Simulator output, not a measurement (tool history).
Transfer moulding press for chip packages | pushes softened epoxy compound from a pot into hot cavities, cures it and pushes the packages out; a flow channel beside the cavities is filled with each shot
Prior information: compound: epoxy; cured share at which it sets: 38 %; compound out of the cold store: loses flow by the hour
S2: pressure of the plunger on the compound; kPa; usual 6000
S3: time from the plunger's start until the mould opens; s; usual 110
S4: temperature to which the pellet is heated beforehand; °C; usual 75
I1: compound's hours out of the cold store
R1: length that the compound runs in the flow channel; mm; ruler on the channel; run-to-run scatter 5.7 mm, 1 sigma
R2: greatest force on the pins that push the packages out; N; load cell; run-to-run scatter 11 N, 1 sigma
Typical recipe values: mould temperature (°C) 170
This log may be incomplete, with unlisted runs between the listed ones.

{"run": 1, "hour": 0.0, "mould temperature (°C)": 170, "S2": 6000, "S3": 110, "S4": 75, "I1": 15.9, "R1": 929, "R2": 813}
{"run": 2, "hour": 12.2, "mould temperature (°C)": 170, "S2": 6000, "S3": 110, "S4": 75, "I1": 11.5, "R1": 960, "R2": 890}
{"run": 3, "hour": 20.0, "mould temperature (°C)": 170, "S2": 6000, "S3": 110, "S4": 75, "I1": 16.4, "R1": 930, "R2": 893}
{"run": 4, "hour": 25.7, "mould temperature (°C)": 170, "S2": 6000, "S3": 110, "S4": 75, "I1": 19.7, "R1": 909, "R2": 972}
{"run": 5, "hour": 32.9, "mould temperature (°C)": 170, "S2": 5990, "S3": 110, "S4": 75, "I1": 9.1, "R1": 957, "R2": 1003}
{"run": 6, "hour": 44.8, "mould temperature (°C)": 170, "S2": 5220, "S3": 110, "S4": 75, "I1": 30.6, "R1": 814, "R2": 993}
{"run": 7, "hour": 51.9, "mould temperature (°C)": 170, "S2": 6000, "S3": 110, "S4": 75, "I1": 36.5, "R1": 841, "R2": 941}
{"hour": 59.2, "done": "cavities cleaned with cleaning compound and waxed"}
{"run": 8, "hour": 65.1, "mould temperature (°C)": 170, "S2": 6000, "S3": 146, "S4": 75, "I1": 41.4, "R1": 815, "R2": 991}
{"run": 9, "hour": 72.8, "mould temperature (°C)": 170, "S2": 6000, "S3": 110, "S4": 75, "I1": 8.2, "R1": 959, "R2": 1237}
{"run": 10, "hour": 80.3, "mould temperature (°C)": 170, "S2": 6000, "S3": 110, "S4": 75, "I1": 36.3, "R1": 843, "R2": 1169}
{"run": 11, "hour": 86.4, "mould temperature (°C)": 170, "S2": 6000, "S3": 110, "S4": 75, "I1": 46.2, "R1": 806, "R2": 1185}
{"hour": 98.1, "done": "cavities cleaned with cleaning compound and waxed, once more"}
{"run": 12, "hour": 99.1, "mould temperature (°C)": 168, "S2": 6000, "S3": 110, "S4": 75, "I1": 33.3, "R1": 846, "R2": 578}
{"run": 13, "hour": 110.3, "mould temperature (°C)": 168, "S2": 6000, "S3": 110, "S4": 75, "I1": 43.4, "R1": 831, "R2": 662}
{"run": 14, "hour": 119.3, "mould temperature (°C)": 168, "S2": 6000, "S3": 110, "S4": 75, "I1": 12.6, "R1": 928, "R2": 813}
{"run": 15, "hour": 126.6, "mould temperature (°C)": 170, "S2": 6000, "S3": 150, "S4": 75, "I1": 18.2, "R1": 910, "R2": 629}
{"run": 16, "hour": 134.5, "mould temperature (°C)": 177, "S2": 5480, "S3": 105, "S4": 78, "I1": 21.9, "R1": 817, "R2": 702}
{"run": 17, "hour": 145.4, "mould temperature (°C)": 171, "S2": 5140, "S3": 135, "S4": 80, "I1": 40.8, "R1": 744, "R2": 690}
{"run": 18, "hour": 155.9, "mould temperature (°C)": 170, "S2": 6000, "S3": 113, "S4": 75, "I1": 47.4, "R1": 793, "R2": 845}
{"run": 19, "hour": 163.3, "mould temperature (°C)": 170, "S2": 5030, "S3": 110, "S4": 75, "I1": 17, "R1": 835, "R2": 974}
{"run": 20, "hour": 171.1, "mould temperature (°C)": 176, "S2": 6240, "S3": 110, "S4": 67, "I1": 8, "R1": 940, "R2": 805}
{"run": 21, "hour": 181.0, "mould temperature (°C)": 170, "S2": 7380, "S3": 110, "S4": 83, "I1": 25.7, "R1": 954, "R2": 976}
{"hour": 187.9, "done": "cavities cleaned with cleaning compound and waxed"}
{"run": 22, "hour": 195.3, "mould temperature (°C)": 178, "S2": 6000, "S3": 110, "S4": 69, "I1": 38.5, "R1": 790, "R2": 492}
{"run": 23, "hour": 202.8, "mould temperature (°C)": 170, "S2": 4930, "S3": 110, "S4": 69, "I1": 20.2, "R1": 807, "R2": 644}
{"run": 24, "hour": 213.5, "mould temperature (°C)": 170, "S2": 4930, "S3": 110, "S4": 69, "I1": 31.6, "R1": 756, "R2": 735}
{"run": 25, "hour": 222.4, "mould temperature (°C)": 170, "S2": 4930, "S3": 110, "S4": 69, "I1": 33.2, "R1": 749, "R2": 831}
{"run": 26, "hour": 234.4, "mould temperature (°C)": 163, "S2": 6010, "S3": 109, "S4": 69, "I1": 12.4, "R1": 948, "R2": 1551}
{"run": 27, "hour": 243.6, "mould temperature (°C)": 170, "S2": 6060, "S3": 126, "S4": 75, "I1": 47.3, "R1": 781, "R2": 801}
{"run": 28, "hour": 252.9, "mould temperature (°C)": 170, "S2": 6000, "S3": 110, "S4": 79, "I1": 47.8, "R1": 773, "R2": 901}
{"run": 29, "hour": 258.9, "mould temperature (°C)": 165, "S2": 4930, "S3": 129, "S4": 66, "I1": 29.3, "R1": 779, "R2": 1006}

What if the next run were any one of these 4? Each begins from the tool's condition after run 29:
{"run": "A", "hour": 264.9, "mould temperature (°C)": 165, "S2": 4930, "S3": 129, "S4": 71, "I1": 23.1, "R1": "?", "R2": "?"}
{"run": "B", "hour": 264.9, "mould temperature (°C)": 174, "S2": 6600, "S3": 129, "S4": 83, "I1": 36.1, "R1": "?", "R2": "?"}
{"run": "C", "hour": 264.9, "mould temperature (°C)": 165, "S2": 6750, "S3": 129, "S4": 79, "I1": 17.5, "R1": "?", "R2": "?"}
{"run": "D", "hour": 264.9, "mould temperature (°C)": 165, "S2": 6570, "S3": 126, "S4": 70, "I1": 18.1, "R1": "?", "R2": "?"}

run=A R1=811 R2=988
run=B R1=828 R2=786
run=C R1=969 R2=1007
run=D R1=942 R2=1056
With no hidden state in the tool, these same runs would have given:
run=A R1=859 R2=520
run=B R1=878 R2=406
run=C R1=1028 R2=529
run=D R1=999 R2=559
